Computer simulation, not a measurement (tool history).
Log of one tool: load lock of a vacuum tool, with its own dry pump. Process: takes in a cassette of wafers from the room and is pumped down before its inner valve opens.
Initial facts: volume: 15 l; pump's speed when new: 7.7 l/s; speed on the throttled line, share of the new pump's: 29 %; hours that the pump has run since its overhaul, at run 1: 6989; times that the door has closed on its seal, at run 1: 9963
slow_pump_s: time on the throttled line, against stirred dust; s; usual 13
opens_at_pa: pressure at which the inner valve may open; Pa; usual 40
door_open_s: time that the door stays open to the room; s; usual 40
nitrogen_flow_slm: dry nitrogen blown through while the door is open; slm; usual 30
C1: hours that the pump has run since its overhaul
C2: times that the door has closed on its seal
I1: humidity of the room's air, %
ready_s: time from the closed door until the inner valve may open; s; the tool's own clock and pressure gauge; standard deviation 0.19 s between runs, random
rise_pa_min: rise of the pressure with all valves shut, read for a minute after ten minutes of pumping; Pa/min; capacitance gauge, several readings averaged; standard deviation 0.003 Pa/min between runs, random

{"run": 1, "day": 0.0, "slow_pump_s": 13, "opens_at_pa": 40, "door_open_s": 40, "nitrogen_flow_slm": 30, "C1": 6989, "C2": 9963, "I1": 47.8, "ready_s": 25.1, "rise_pa_min": 0.088}
{"run": 2, "day": 12.525, "slow_pump_s": 13, "opens_at_pa": 40, "door_open_s": 40, "nitrogen_flow_slm": 30, "C1": 7289, "C2": 11192, "I1": 44.9, "ready_s": 25.3, "rise_pa_min": 0.105}
{"run": 3, "day": 18.8, "slow_pump_s": 13, "opens_at_pa": 40, "door_open_s": 40, "nitrogen_flow_slm": 30, "C1": 7440, "C2": 11807, "I1": 47.6, "ready_s": 25.3, "rise_pa_min": 0.108}
{"run": 4, "day": 27.658, "slow_pump_s": 13, "opens_at_pa": 40, "door_open_s": 40, "nitrogen_flow_slm": 30, "C1": 7653, "C2": 12677, "I1": 48.0, "ready_s": 24.9, "rise_pa_min": 0.12}
{"run": 5, "day": 36.621, "slow_pump_s": 13, "opens_at_pa": 40, "door_open_s": 40, "nitrogen_flow_slm": 30, "C1": 7868, "C2": 13556, "I1": 43.3, "ready_s": 25.1, "rise_pa_min": 0.13}
{"run": 6, "day": 45.8, "slow_pump_s": 13, "opens_at_pa": 40, "door_open_s": 40, "nitrogen_flow_slm": 30, "C1": 8088, "C2": 14456, "I1": 43.6, "ready_s": 24.9, "rise_pa_min": 0.13}
{"run": 7, "day": 54.229, "slow_pump_s": 17, "opens_at_pa": 40, "door_open_s": 40, "nitrogen_flow_slm": 30, "C1": 8290, "C2": 15283, "I1": 42.9, "ready_s": 28.7, "rise_pa_min": 0.139}
{"run": 8, "day": 59.879, "slow_pump_s": 17, "opens_at_pa": 40, "door_open_s": 40, "nitrogen_flow_slm": 30, "C1": 8426, "C2": 15838, "I1": 43.5, "ready_s": 28.0, "rise_pa_min": 0.143}
{"run": 9, "day": 71.892, "slow_pump_s": 17, "opens_at_pa": 40, "door_open_s": 40, "nitrogen_flow_slm": 30, "C1": 8714, "C2": 17016, "I1": 43.3, "ready_s": 28.1, "rise_pa_min": 0.156}
{"run": 10, "day": 80.396, "slow_pump_s": 13, "opens_at_pa": 40, "door_open_s": 40, "nitrogen_flow_slm": 30, "C1": 8918, "C2": 17851, "I1": 44.1, "ready_s": 25.2, "rise_pa_min": 0.162}
{"run": 11, "day": 88.362, "slow_pump_s": 13, "opens_at_pa": 40, "door_open_s": 40, "nitrogen_flow_slm": 30, "C1": 9109, "C2": 18632, "I1": 45.4, "ready_s": 25.5, "rise_pa_min": 0.171}
{"run": 12, "day": 98.158, "slow_pump_s": 13, "opens_at_pa": 40, "door_open_s": 40, "nitrogen_flow_slm": 30, "C1": 9345, "C2": 19594, "I1": 43.5, "ready_s": 25.6, "rise_pa_min": 0.18}
{"run": 13, "day": 103.612, "slow_pump_s": 13, "opens_at_pa": 40, "door_open_s": 40, "nitrogen_flow_slm": 30, "C1": 9475, "C2": 20129, "I1": 47.0, "ready_s": 25.5, "rise_pa_min": 0.182}
{"run": 14, "day": 114.967, "slow_pump_s": 7, "opens_at_pa": 40, "door_open_s": 40, "nitrogen_flow_slm": 30, "C1": 9748, "C2": 21243, "I1": 42.2, "ready_s": 21.2, "rise_pa_min": 0.193}
{"run": 15, "day": 120.629, "slow_pump_s": 7, "opens_at_pa": 40, "door_open_s": 40, "nitrogen_flow_slm": 30, "C1": 9884, "C2": 21798, "I1": 45.8, "ready_s": 21.3, "rise_pa_min": 0.205}
{"run": 16, "day": 129.1, "slow_pump_s": 13, "opens_at_pa": 40, "door_open_s": 40, "nitrogen_flow_slm": 30, "C1": 10087, "C2": 22629, "I1": 42.5, "ready_s": 25.3, "rise_pa_min": 0.209}
{"run": 17, "day": 137.496, "slow_pump_s": 13, "opens_at_pa": 40, "door_open_s": 40, "nitrogen_flow_slm": 30, "C1": 10289, "C2": 23453, "I1": 47.9, "ready_s": 25.5, "rise_pa_min": 0.228}
{"run": 18, "day": 144.438, "slow_pump_s": 13, "opens_at_pa": 40, "door_open_s": 40, "nitrogen_flow_slm": 30, "C1": 10455, "C2": 24134, "I1": 47.4, "ready_s": 25.4, "rise_pa_min": 0.234}
{"run": 19, "day": 155.425, "slow_pump_s": 13, "opens_at_pa": 40, "door_open_s": 40, "nitrogen_flow_slm": 30, "C1": 10719, "C2": 25212, "I1": 44.5, "ready_s": 25.5, "rise_pa_min": 0.25}

Estimate the outcome of run 20 from the log above:
{"run": 20, "day": 163.817, "slow_pump_s": 13, "opens_at_pa": 41, "door_open_s": 88, "nitrogen_flow_slm": 30, "C1": 10920, "C2": 26035, "I1": 46.3, "ready_s": "?", "rise_pa_min": "?"}

{"run 20": {"ready_s": 25.6, "rise_pa_min": 0.263}}
Were there no unlogged condition in the tool, this run, its random variation unchanged, would have produced ready_s 24.5 s, rise_pa_min 0.042 Pa/min.
